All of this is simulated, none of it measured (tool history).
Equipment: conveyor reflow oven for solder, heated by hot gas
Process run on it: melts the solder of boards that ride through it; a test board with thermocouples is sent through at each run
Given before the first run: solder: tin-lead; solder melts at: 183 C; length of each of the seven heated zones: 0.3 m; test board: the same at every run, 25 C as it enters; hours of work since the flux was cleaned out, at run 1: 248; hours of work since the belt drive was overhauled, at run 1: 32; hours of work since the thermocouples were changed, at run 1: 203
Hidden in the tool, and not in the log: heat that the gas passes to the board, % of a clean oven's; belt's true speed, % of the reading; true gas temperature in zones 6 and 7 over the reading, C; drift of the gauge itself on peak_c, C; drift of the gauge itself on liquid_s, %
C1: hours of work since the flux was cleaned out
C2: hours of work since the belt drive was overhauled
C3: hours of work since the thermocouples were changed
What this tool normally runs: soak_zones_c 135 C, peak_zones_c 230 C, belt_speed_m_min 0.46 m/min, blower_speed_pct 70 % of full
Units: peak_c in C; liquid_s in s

run 1 hour=0 | soak_zones_c=135 peak_zones_c=230 belt_speed_m_min=0.46 blower_speed_pct=70 | C1=248 C2=32 C3=203 | peak_c=213.7 liquid_s=54.9
run 2 hour=13.5 | soak_zones_c=135 peak_zones_c=230 belt_speed_m_min=0.533 blower_speed_pct=70 | C1=254 C2=37 C3=209 | peak_c=208.7 liquid_s=41.8
run 3 hour=27.7 | soak_zones_c=135 peak_zones_c=238 belt_speed_m_min=0.46 blower_speed_pct=70 | C1=260 C2=44 C3=215 | peak_c=220.6 liquid_s=60.2
run 4 hour=45.8 | soak_zones_c=135 peak_zones_c=238 belt_speed_m_min=0.46 blower_speed_pct=70 | C1=268 C2=52 C3=223 | peak_c=220.5 liquid_s=60.1
run 5 hour=62.1 | soak_zones_c=135 peak_zones_c=238 belt_speed_m_min=0.46 blower_speed_pct=70 | C1=275 C2=59 C3=230 | peak_c=220.6 liquid_s=60.3
run 6 hour=81.1 | soak_zones_c=135 peak_zones_c=238 belt_speed_m_min=0.46 blower_speed_pct=70 | C1=283 C2=67 C3=238 | peak_c=220.5 liquid_s=60.2
run 7 hour=110.3 | soak_zones_c=135 peak_zones_c=230 belt_speed_m_min=0.4 blower_speed_pct=70 | C1=296 C2=80 C3=251 | peak_c=217.5 liquid_s=67.8
run 8 hour=122.3 | soak_zones_c=135 peak_zones_c=230 belt_speed_m_min=0.46 blower_speed_pct=70 | C1=301 C2=85 C3=256 | peak_c=213.3 liquid_s=54.7
run 9 hour=134.5 | soak_zones_c=135 peak_zones_c=230 belt_speed_m_min=0.46 blower_speed_pct=70 | C1=307 C2=90 C3=262 | peak_c=213.4 liquid_s=54.5
run 10 hour=161 | soak_zones_c=135 peak_zones_c=230 belt_speed_m_min=0.46 blower_speed_pct=70 | C1=318 C2=102 C3=273 | peak_c=213.2 liquid_s=54.3
run 11 hour=187.7 | soak_zones_c=135 peak_zones_c=230 belt_speed_m_min=0.46 blower_speed_pct=70 | C1=330 C2=113 C3=285 | peak_c=213.3 liquid_s=54.5
run 12 hour=206.9 | soak_zones_c=135 peak_zones_c=240 belt_speed_m_min=0.46 blower_speed_pct=70 | C1=338 C2=122 C3=293 | peak_c=221.8 liquid_s=61.3
run 13 hour=221.3 | soak_zones_c=135 peak_zones_c=240 belt_speed_m_min=0.46 blower_speed_pct=70 | C1=344 C2=128 C3=299 | peak_c=221.9 liquid_s=61.2
run 14 hour=241.3 | soak_zones_c=135 peak_zones_c=240 belt_speed_m_min=0.46 blower_speed_pct=70 | C1=353 C2=137 C3=308 | peak_c=222.2 liquid_s=61.1
run 15 hour=254.5 | soak_zones_c=135 peak_zones_c=240 belt_speed_m_min=0.46 blower_speed_pct=70 | C1=359 C2=142 C3=314 | peak_c=221.9 liquid_s=61.3

Run 16, settings as shown, results not yet in. Your forecast:
run 16 hour=280.5 | soak_zones_c=135 peak_zones_c=230 belt_speed_m_min=0.46 blower_speed_pct=64 | C1=370 C2=154 C3=325 | peak_c=? liquid_s=?

peak_c: 211.4 C
liquid_s: 52.1 s
Minus the tool's unlogged condition, the same run would have read peak_c 213 C, liquid_s 53.7 s.
